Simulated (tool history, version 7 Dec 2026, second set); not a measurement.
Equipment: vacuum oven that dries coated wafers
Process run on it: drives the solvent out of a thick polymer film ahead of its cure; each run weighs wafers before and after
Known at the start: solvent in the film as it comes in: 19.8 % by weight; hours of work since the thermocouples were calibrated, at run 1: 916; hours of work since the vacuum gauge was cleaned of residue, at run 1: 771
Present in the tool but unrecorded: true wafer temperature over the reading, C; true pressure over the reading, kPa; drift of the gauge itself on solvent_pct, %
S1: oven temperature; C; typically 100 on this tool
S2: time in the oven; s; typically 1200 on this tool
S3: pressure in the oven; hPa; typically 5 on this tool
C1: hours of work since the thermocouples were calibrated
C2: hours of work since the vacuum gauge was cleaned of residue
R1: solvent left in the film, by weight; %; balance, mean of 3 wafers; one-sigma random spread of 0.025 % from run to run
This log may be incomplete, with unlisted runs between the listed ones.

Run 1, hour 0: usual settings; C1 916; C2 771. Result: R1 2.89 %.
Run 2, hour 44.5: usual settings; C1 944; C2 799. Result: R1 2.82 %.
Run 3, hour 108.3: usual settings; C1 985; C2 839. Result: R1 2.83 %.
Run 4, hour 172.2: usual settings; C1 1025; C2 880. Result: R1 2.87 %.
Run 5, hour 215.5: usual settings; C1 1053; C2 907. Result: R1 2.84 %.
Run 6, hour 253.3: usual settings; C1 1077; C2 931. Result: R1 2.88 %.
Run 7, hour 299.1: usual settings but S1 102 C, S2 1620 s; C1 1106; C2 960. Result: R1 1.3 %.
At hour 325.4: oven's thermocouples calibrated.
Run 8, hour 351.2: usual settings but S1 115 C, S2 1740 s, S3 8.03 hPa; C1 16; C2 992. Result: R1 0.3 %.
Run 9, hour 402.6: usual settings but S1 115 C, S2 1740 s, S3 8.03 hPa; C1 49; C2 1024. Result: R1 0.32 %.
Run 10, hour 452.5: usual settings but S2 900 s, S3 4.49 hPa; C1 80; C2 1056. Result: R1 4.34 %.
Run 11, hour 498.5: usual settings but S2 900 s, S3 4.49 hPa; C1 110; C2 1085. Result: R1 4.37 %.
Run 12, hour 569.2: usual settings but S1 92 C, S2 720 s, S3 7.33 hPa; C1 154; C2 1130. Result: R1 8.41 %.

Here are 4 independent what-if runs from the current tool condition. What would each one return?
Run A, hour 610.3: usual settings but S1 92 C, S2 1140 s, S3 7.33 hPa; C1 180; C2 1156. Result: R1 ?.
Run B, hour 610.3: usual settings but S1 115 C, S2 1020 s, S3 15.4 hPa; C1 180; C2 1156. Result: R1 ?.
Run C, hour 610.3: usual settings but S2 1980 s; C1 180; C2 1156. Result: R1 ?.
Run D, hour 610.3: usual settings but S1 103 C; C1 180; C2 1156. Result: R1 ?.

run    R1
  A  5.81
  B  1.02
  C  1.08
  D  2.12
The same runs, with their run-to-run variation unchanged, on a tool lacking any hidden condition would have given:
run    R1
  A   5.8
  B  1.01
  C  1.07
  D  2.12
